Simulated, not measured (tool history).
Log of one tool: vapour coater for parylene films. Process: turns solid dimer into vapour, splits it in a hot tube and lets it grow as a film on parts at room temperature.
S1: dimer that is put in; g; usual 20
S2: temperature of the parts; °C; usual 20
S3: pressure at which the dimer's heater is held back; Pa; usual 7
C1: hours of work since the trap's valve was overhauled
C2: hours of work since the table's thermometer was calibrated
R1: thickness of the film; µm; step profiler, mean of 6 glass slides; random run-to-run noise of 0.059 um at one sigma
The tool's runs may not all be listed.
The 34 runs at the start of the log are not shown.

run	hour	S1	S2	S3	C1	C2	R1
35	365.4	20	27	7.41	425	175	4.82
36	374.5	12	21	2.84	429	179	3.9
37	381.5	25	16	8.29	432	182	9.18
38	396.1	25	16	8.29	438	189	9.06
39	403.8	20	24	7	442	192	5.45
40	415.2	20	24	7	447	197	5.43
41	430.1	20	20	7	453	203	6.28
42	444.4	20	20	7	459	209	6.26
43	451	16	19	6.46	462	212	5.31
44	464.8	16	19	6.46	468	218	5.29

3 ways to go on from here, each from the tool as it stands after run 44. What would each give?
A	476.7	21	19	6.46	473	223	?
B	476.7	11	27	11.09	473	223	?
C	476.7	27	22	6.46	473	223	?

run	R1
A	6.87
B	2.54
C	7.93
Take away the tool's hidden state, keep each run's random variation, and the runs would have read:
run	R1
A	7.56
B	2.79
C	8.72
